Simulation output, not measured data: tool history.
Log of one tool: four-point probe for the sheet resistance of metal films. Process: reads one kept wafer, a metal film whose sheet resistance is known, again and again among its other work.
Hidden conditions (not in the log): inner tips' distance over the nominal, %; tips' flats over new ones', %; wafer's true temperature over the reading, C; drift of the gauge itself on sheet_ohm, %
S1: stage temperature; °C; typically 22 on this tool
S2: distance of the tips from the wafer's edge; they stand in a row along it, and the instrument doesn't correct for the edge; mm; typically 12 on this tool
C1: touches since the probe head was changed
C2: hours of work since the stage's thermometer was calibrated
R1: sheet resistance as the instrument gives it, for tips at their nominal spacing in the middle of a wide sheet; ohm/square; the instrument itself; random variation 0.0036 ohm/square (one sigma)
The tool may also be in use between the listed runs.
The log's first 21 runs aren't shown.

run	hour	S1	S2	C1	C2	R1
22	1610.4	24	3	100934	814	18.871417
23	1726.8	33	9	105295	864	17.90965
24	1839.4	34	75	109510	911	17.777572
25	1920.4	34	75	112544	946	17.787628
26	2024.7	25	65	116451	990	17.865845
27	2142.7	25	65	120868	1040	17.861887
28	2259.8	19	12	125254	1089	17.986068
29	2346.6	19	12	128504	1126	17.987048
30	2445.5	27	19	132206	1168	17.865541
31	2537.4	24	5	135647	1207	18.251301
32	2640.3	19	20	139501	1250	17.936886
33	2711.9	18	19	142183	1280	17.953521
34	2791.5	29	4	145164	1314	18.407412
35	2896.1	18	5	149079	1358	18.311206
36	2972.9	29	53	151955	1391	17.830045
37	3053.7	33	41	154982	1425	17.796711
38	3164.9	33	41	159147	1472	17.794471

Branching from run 38: 4 alternative next runs. What would each branch give?
A	3262.8	22	10	162814	1513	?
B	3262.8	31	11	162814	1513	?
C	3262.8	18	12	162814	1513	?
D	3262.8	27	6	162814	1513	?

run	R1
A	17.983133
B	17.886663
C	17.995387
D	18.104387
Without the tool's hidden state the same runs would have given:
run	R1
A	17.984019
B	17.887551
C	17.99627
D	18.105282
